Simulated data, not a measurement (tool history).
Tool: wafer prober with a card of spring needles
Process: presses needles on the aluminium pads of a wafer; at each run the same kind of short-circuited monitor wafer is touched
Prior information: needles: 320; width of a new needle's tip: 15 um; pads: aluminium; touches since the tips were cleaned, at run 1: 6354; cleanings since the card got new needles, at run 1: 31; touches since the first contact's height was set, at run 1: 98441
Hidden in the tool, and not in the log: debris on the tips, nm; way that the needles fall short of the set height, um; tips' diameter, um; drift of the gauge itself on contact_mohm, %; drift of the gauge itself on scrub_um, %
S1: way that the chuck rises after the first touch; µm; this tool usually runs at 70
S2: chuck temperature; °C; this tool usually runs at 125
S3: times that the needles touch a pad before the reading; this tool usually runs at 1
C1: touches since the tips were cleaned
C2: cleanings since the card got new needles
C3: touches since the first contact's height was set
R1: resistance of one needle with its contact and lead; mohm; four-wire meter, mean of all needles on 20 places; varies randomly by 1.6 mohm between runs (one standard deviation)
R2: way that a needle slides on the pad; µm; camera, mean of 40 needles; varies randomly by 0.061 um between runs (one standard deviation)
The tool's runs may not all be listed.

run    day  S1   S2  S3    C1  C2      C3   R1     R2
  1      0  70  125   1  6354  31   98441  154  14.83
     0.167  -- tips cleaned on abrasive film
  2   0.55  70  125   1  5573  32  106373  154  14.91
     0.775  -- tips cleaned on abrasive film
  3  1.112  70  125   1  4909  33  114474  158  14.89
     1.383  -- tips cleaned on abrasive film
  4  1.492  84  125   1  1594  34  119905  154  17.77
  5  1.917  70   27   1  7768  34  126079  141  14.88
     1.975  -- tips cleaned on abrasive film
     2.571  -- tips cleaned on abrasive film
  6  2.733  70   27   1  2336  36  137771  141  14.88
     3.167  -- tips cleaned on abrasive film
  7  3.217  70   62   1   698  37  144702  147  14.82
  8  3.721  70  125   1  8045  37  152049  156   14.9
       3.8  -- tips cleaned on abrasive film
  9  4.254  70  125   1  6548  38  159695  153  14.92
     4.438  -- tips cleaned on abrasive film
 10  4.612  70  125   1  2511  39  164832  153  14.81
     5.042  -- tips cleaned on abrasive film
 11  5.346  57   93   1  4405  40  175394  151  12.18
     5.629  -- tips cleaned on abrasive film
 12  5.925  57   93   1  4330  41  183784  157  12.24
     6.242  -- tips cleaned on abrasive film
 13  6.725  57   93   1  7066  42  195326  155  12.14

Forecast run 14:
     6.821  -- tips cleaned on abrasive film
      7.45  -- tips cleaned on abrasive film
 14  7.492  77  65   1  642  44  206319   ?   ?

{"run 14": {"R1": 143, "R2": 16.34}}
If the tool had no hidden condition, the same run with the same run-to-run variation would have returned R1 143 mohm, R2 16.34 µm.
